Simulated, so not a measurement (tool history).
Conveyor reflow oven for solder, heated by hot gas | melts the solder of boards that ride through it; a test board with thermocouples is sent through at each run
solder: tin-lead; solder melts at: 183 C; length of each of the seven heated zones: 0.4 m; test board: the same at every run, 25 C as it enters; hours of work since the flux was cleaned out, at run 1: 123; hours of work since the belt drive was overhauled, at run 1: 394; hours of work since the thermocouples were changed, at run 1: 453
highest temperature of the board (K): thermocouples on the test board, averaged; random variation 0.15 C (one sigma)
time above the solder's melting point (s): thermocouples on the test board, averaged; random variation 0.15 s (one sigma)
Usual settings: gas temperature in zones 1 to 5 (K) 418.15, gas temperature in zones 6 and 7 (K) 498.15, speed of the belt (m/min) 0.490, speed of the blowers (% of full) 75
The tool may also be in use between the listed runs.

run,hour,gas temperature in zones 1 to 5 (K),gas temperature in zones 6 and 7 (K),speed of the belt (m/min),speed of the blowers (% of full),hours of work since the flux was cleaned out,hours of work since the belt drive was overhauled,hours of work since the thermocouples were changed,highest temperature of the board (K),time above the solder's melting point (s)
1,0.0,418.15,498.15,0.490,75,123,394,453,484.75,72.3
2,21.6,418.15,498.15,0.542,75,134,406,465,481.95,61.1
3,35.1,418.15,498.15,0.542,75,142,413,472,482.15,61.2
4,60.2,418.15,498.15,0.542,75,155,426,485,481.65,61.0
5,76.1,418.15,490.15,0.490,75,164,435,494,477.45,63.2
6,99.9,418.15,490.15,0.490,75,176,447,507,477.35,63.0
7,127.2,431.15,498.15,0.490,75,191,462,521,486.55,81.7
8,139.8,431.15,498.15,0.490,75,198,469,528,486.45,82.4
9,151.2,418.15,498.15,0.490,69,204,475,534,483.35,70.6
10,165.2,418.15,498.15,0.490,75,211,482,541,484.55,71.3
11,184.6,418.15,498.15,0.490,75,222,493,552,483.95,71.1
12,208.5,418.15,498.15,0.490,75,234,506,565,484.15,71.4
13,232.9,418.15,487.15,0.490,75,247,519,578,474.55,58.7
# hour 255.8: flux residue cleaned out of gas plates and filters
14,265.4,418.15,487.15,0.490,75,5,533,592,475.35,60.6
15,292.6,426.15,487.15,0.490,76,20,548,607,476.65,67.5
16,304.5,426.15,487.15,0.490,76,26,554,613,476.65,67.8
17,327.4,426.15,487.15,0.490,76,38,567,626,476.75,67.8
18,338.5,426.15,487.15,0.490,76,44,572,632,476.55,67.5
19,361.8,426.15,498.15,0.490,75,57,585,644,486.05,78.6
20,388.4,432.15,498.15,0.394,75,71,599,658,490.55,109.3
21,414.5,405.15,498.15,0.436,54,85,613,672,482.05,70.4
22,439.3,405.15,498.15,0.436,54,98,626,685,481.85,70.5
23,454.8,404.15,498.15,0.455,75,106,635,694,484.25,71.3
24,480.8,404.15,498.15,0.455,75,120,649,708,484.25,71.6
25,493.3,404.15,498.15,0.557,56,127,655,714,473.85,41.0
26,517.4,404.15,498.15,0.490,75,140,668,727,481.85,62.6

Measured less the same run without the tool's hidden state. The same run-to-run variation is in both; the gauge's scatter may not be:
The hidden state here: heat that the gas passes to the board, % of a clean oven's; belt's true speed, % of the reading; true gas temperature in zones 6 and 7 over the reading, C; drift of the gauge itself on peak_c, C; drift of the gauge itself on liquid_s, %.
run,highest temperature of the board (K),time above the solder's melting point (s)
1,-1.40,-1.4
2,-1.60,-1.7
3,-1.60,-1.7
4,-1.70,-1.8
5,-1.60,-2.3
6,-1.70,-2.5
7,-1.70,-1.4
8,-1.80,-1.4
9,-1.90,-2.0
10,-2.00,-2.1
11,-2.00,-2.2
12,-2.10,-2.3
13,-2.10,-3.5
14,-1.20,-1.3
15,-1.20,-1.2
16,-1.30,-1.3
17,-1.40,-1.3
18,-1.30,-1.4
19,-1.40,-0.8
20,-1.50,-0.4
21,-1.60,-1.7
22,-1.60,-1.8
23,-1.80,-1.7
24,-1.90,-1.8
25,-1.90,-2.5
26,-2.00,-2.1
